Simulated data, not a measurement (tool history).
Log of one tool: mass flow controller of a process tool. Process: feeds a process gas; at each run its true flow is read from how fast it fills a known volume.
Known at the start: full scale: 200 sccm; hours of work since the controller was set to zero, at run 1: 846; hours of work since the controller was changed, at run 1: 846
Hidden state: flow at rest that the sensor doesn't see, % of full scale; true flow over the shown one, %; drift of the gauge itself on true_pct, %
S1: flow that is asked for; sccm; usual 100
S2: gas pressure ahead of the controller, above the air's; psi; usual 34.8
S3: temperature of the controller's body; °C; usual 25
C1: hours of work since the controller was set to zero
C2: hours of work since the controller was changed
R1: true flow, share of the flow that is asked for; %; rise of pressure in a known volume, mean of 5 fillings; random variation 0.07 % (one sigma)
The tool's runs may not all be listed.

{"run": 1, "hour": 0.0, "S1": 100, "S2": 34.8, "S3": 25, "C1": 846, "C2": 846, "R1": 98.95}
{"run": 2, "hour": 57.7, "S1": 100, "S2": 34.8, "S3": 25, "C1": 866, "C2": 866, "R1": 99.12}
{"run": 3, "hour": 113.9, "S1": 100, "S2": 21.0, "S3": 25, "C1": 885, "C2": 885, "R1": 98.47}
{"run": 4, "hour": 197.9, "S1": 100, "S2": 21.0, "S3": 25, "C1": 914, "C2": 914, "R1": 98.58}
{"run": 5, "hour": 261.7, "S1": 100, "S2": 21.0, "S3": 25, "C1": 936, "C2": 936, "R1": 98.52}
{"run": 6, "hour": 304.1, "S1": 100, "S2": 21.0, "S3": 25, "C1": 950, "C2": 950, "R1": 98.62}
{"run": 7, "hour": 382.6, "S1": 100, "S2": 34.8, "S3": 25, "C1": 977, "C2": 977, "R1": 98.99}
{"run": 8, "hour": 450.1, "S1": 100, "S2": 34.8, "S3": 25, "C1": 1000, "C2": 1000, "R1": 99.06}
{"run": 9, "hour": 507.9, "S1": 100, "S2": 34.8, "S3": 25, "C1": 1020, "C2": 1020, "R1": 98.88}
{"run": 10, "hour": 544.6, "S1": 100, "S2": 34.8, "S3": 25, "C1": 1032, "C2": 1032, "R1": 99.06}
{"run": 11, "hour": 619.3, "S1": 30, "S2": 34.8, "S3": 25, "C1": 1058, "C2": 1058, "R1": 100.0}
{"run": 12, "hour": 685.4, "S1": 30, "S2": 34.8, "S3": 25, "C1": 1080, "C2": 1080, "R1": 99.76}
{"run": 13, "hour": 773.2, "S1": 100, "S2": 34.8, "S3": 25, "C1": 1110, "C2": 1110, "R1": 99.01}
{"run": 14, "hour": 849.3, "S1": 100, "S2": 34.8, "S3": 25, "C1": 1136, "C2": 1136, "R1": 98.92}
{"run": 15, "hour": 886.6, "S1": 100, "S2": 34.8, "S3": 25, "C1": 1149, "C2": 1149, "R1": 99.05}
{"run": 16, "hour": 943.2, "S1": 100, "S2": 34.8, "S3": 25, "C1": 1168, "C2": 1168, "R1": 98.99}
{"run": 17, "hour": 1018.9, "S1": 100, "S2": 34.8, "S3": 25, "C1": 1194, "C2": 1194, "R1": 98.92}
{"run": 18, "hour": 1067.4, "S1": 100, "S2": 34.8, "S3": 33, "C1": 1210, "C2": 1210, "R1": 98.83}
{"run": 19, "hour": 1122.5, "S1": 100, "S2": 34.8, "S3": 25, "C1": 1229, "C2": 1229, "R1": 99.07}
{"run": 20, "hour": 1174.1, "S1": 100, "S2": 32.6, "S3": 25, "C1": 1247, "C2": 1247, "R1": 98.89}
{"run": 21, "hour": 1227.7, "S1": 44, "S2": 22.5, "S3": 26, "C1": 1265, "C2": 1265, "R1": 99.14}
{"run": 22, "hour": 1306.3, "S1": 34, "S2": 26.3, "S3": 25, "C1": 1292, "C2": 1292, "R1": 99.67}
{"run": 23, "hour": 1352.4, "S1": 160, "S2": 20.9, "S3": 38, "C1": 1307, "C2": 1307, "R1": 98.42}
{"run": 24, "hour": 1389.7, "S1": 100, "S2": 23.1, "S3": 25, "C1": 1320, "C2": 1320, "R1": 98.58}
{"run": 25, "hour": 1425.4, "S1": 100, "S2": 23.1, "S3": 25, "C1": 1332, "C2": 1332, "R1": 98.69}
{"run": 26, "hour": 1507.7, "S1": 100, "S2": 23.1, "S3": 25, "C1": 1360, "C2": 1360, "R1": 98.64}
{"run": 27, "hour": 1565.9, "S1": 100, "S2": 23.1, "S3": 25, "C1": 1380, "C2": 1380, "R1": 98.57}
{"run": 28, "hour": 1605.4, "S1": 100, "S2": 23.1, "S3": 25, "C1": 1394, "C2": 1394, "R1": 98.72}
{"run": 29, "hour": 1685.0, "S1": 41, "S2": 27.3, "S3": 28, "C1": 1421, "C2": 1421, "R1": 99.2}
{"run": 30, "hour": 1722.6, "S1": 170, "S2": 27.3, "S3": 35, "C1": 1434, "C2": 1434, "R1": 98.84}
{"run": 31, "hour": 1763.1, "S1": 46, "S2": 21.5, "S3": 32, "C1": 1447, "C2": 1447, "R1": 98.95}
{"run": 32, "hour": 1816.7, "S1": 46, "S2": 21.5, "S3": 32, "C1": 1466, "C2": 1466, "R1": 98.98}
{"run": 33, "hour": 1880.9, "S1": 136, "S2": 25.7, "S3": 26, "C1": 1488, "C2": 1488, "R1": 98.72}
{"run": 34, "hour": 1919.3, "S1": 37, "S2": 26.1, "S3": 36, "C1": 1501, "C2": 1501, "R1": 99.31}
{"run": 35, "hour": 1958.6, "S1": 44, "S2": 34.8, "S3": 30, "C1": 1514, "C2": 1514, "R1": 99.62}
{"run": 36, "hour": 2010.3, "S1": 44, "S2": 34.8, "S3": 30, "C1": 1532, "C2": 1532, "R1": 99.57}
{"run": 37, "hour": 2081.1, "S1": 44, "S2": 34.8, "S3": 30, "C1": 1556, "C2": 1556, "R1": 99.58}
{"run": 38, "hour": 2155.2, "S1": 44, "S2": 34.8, "S3": 30, "C1": 1581, "C2": 1581, "R1": 99.5}

Forecast each of these 5 alternatives for the next run:
{"run": "A", "hour": 2223.0, "S1": 27, "S2": 37.4, "S3": 27, "C1": 1604, "C2": 1604, "R1": "?"}
{"run": "B", "hour": 2223.0, "S1": 100, "S2": 38.0, "S3": 33, "C1": 1604, "C2": 1604, "R1": "?"}
{"run": "C", "hour": 2223.0, "S1": 100, "S2": 37.7, "S3": 25, "C1": 1604, "C2": 1604, "R1": "?"}
{"run": "D", "hour": 2223.0, "S1": 132, "S2": 26.1, "S3": 26, "C1": 1604, "C2": 1604, "R1": "?"}
{"run": "E", "hour": 2223.0, "S1": 49, "S2": 31.6, "S3": 30, "C1": 1604, "C2": 1604, "R1": "?"}

run=A R1=100.81
run=B R1=99.01
run=C R1=99.16
run=D R1=98.83
run=E R1=99.33
Without the tool's hidden state the same runs would have given:
run=A R1=98.71
run=B R1=99.33
run=C R1=99.48
run=D R1=99.37
run=E R1=98.71
